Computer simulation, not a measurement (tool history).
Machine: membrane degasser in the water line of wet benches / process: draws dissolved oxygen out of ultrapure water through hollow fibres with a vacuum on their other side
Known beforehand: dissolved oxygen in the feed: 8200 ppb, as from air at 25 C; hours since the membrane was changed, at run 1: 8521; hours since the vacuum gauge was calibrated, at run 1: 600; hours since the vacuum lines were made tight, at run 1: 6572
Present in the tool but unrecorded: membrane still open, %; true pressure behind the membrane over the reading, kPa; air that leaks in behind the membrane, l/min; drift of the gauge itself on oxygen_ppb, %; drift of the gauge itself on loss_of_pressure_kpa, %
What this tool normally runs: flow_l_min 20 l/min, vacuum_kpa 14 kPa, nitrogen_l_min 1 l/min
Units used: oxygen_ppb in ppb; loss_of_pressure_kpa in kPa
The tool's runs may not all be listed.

run	day	flow_l_min	vacuum_kpa	nitrogen_l_min	hours since the membrane was changed	hours since the vacuum gauge was calibrated	hours since the vacuum lines were made tight	oxygen_ppb	loss_of_pressure_kpa
1	0	20	14	1	8521	600	6572	479.9	34.7
2	6.388	20	14	1	8675	753	6725	478.6	34.34
3	11.725	20	14	1	8803	881	6853	476.1	34.73
4	17	20	14	1	8929	1008	6980	479.9	34.52
5	22.838	20	14	1	9069	1148	7120	479.6	34.71
6	32.512	20	14	1	9301	1380	7352	476.3	34.99
7	38.667	20	14	1	9449	1528	7500	481.6	34.94
8	47.904	20	14	1	9671	1749	7722	480.9	34.34
9	55.296	20	14	1	9848	1927	7899	483.4	34.67
# day 56.004: vacuum gauge calibrated
10	61.167	20	14	1	9989	124	8039	483.9	34.95
11	70.5	20	26.4	1	10213	348	8263	953.6	34.8
12	80.104	20	26.4	1	10443	578	8494	950	35.07
13	88.183	22	14	1	10637	772	8688	526.4	38.74
14	94.142	18	14	2.07	10780	915	8831	235.9	31.73
15	98.904	18	14	2.07	10894	1030	8945	236.9	31.41
# day 101.458: vacuum gauge calibrated, once more
16	107.904	20	22.9	1.51	11110	155	9161	587	35.19
17	115.696	13	16.2	1.77	11297	342	9348	233.3	22.72
18	123.104	13	16.2	0.55	11475	520	9526	638.1	22.81
19	132.579	29	9.6	1.15	11702	747	9753	377.3	51.22
20	138.45	16	9.6	1.17	11843	888	9894	212.2	28.11
21	142.621	20	33.8	1.11	11943	988	9994	1121.8	35.56
22	146.925	20	33.8	1.11	12046	1091	10097	1122.3	35.08
23	156.542	14	11	0.9	12277	1322	10328	281.5	24.59
24	160.604	20	9.1	1.9	12375	1420	10425	163.8	34.99
# day 164.912: seals of the vacuum lines changed
25	170.333	20	9.1	1.9	12606	1651	130	163.3	35.45
26	174.567	20	9.1	1.9	12708	1753	232	162.6	35.6

Describe how what the log doesn't record of the tool's condition differs between the last listed run preceding each entry between runs and the first listed run following it.
Between runs 9 and 10: vacuum gauge calibrated (day 56.004)
  true pressure behind the membrane over the reading, kPa: 0.18 -> 0.22; air that leaks in behind the membrane, l/min: 0.0085 -> 0.0086
  measured less the result without the state, oxygen_ppb: +13.7 -> +15.4 ppb; loss_of_pressure_kpa: +1.9 -> +1.93 kPa
Between runs 15 and 16: vacuum gauge calibrated, once more (day 101.458)
  membrane still open, %: 93.9 -> 93.8; true pressure behind the membrane over the reading, kPa: 0.26 -> 0.05; air that leaks in behind the membrane, l/min: 0.0093 -> 0.0094
  measured less the result without the state, oxygen_ppb: +11.2 -> +10.4 ppb; loss_of_pressure_kpa: +1.91 -> +2.16 kPa
Between runs 24 and 25: seals of the vacuum lines changed (day 164.912)
  membrane still open, %: 93.1 -> 93; true pressure behind the membrane over the reading, kPa: 0.1 -> 0.11; air that leaks in behind the membrane, l/min: 0.0103 -> 0.0027
  measured less the result without the state, oxygen_ppb: +9.6 -> +8.7 ppb; loss_of_pressure_kpa: +2.43 -> +2.48 kPa

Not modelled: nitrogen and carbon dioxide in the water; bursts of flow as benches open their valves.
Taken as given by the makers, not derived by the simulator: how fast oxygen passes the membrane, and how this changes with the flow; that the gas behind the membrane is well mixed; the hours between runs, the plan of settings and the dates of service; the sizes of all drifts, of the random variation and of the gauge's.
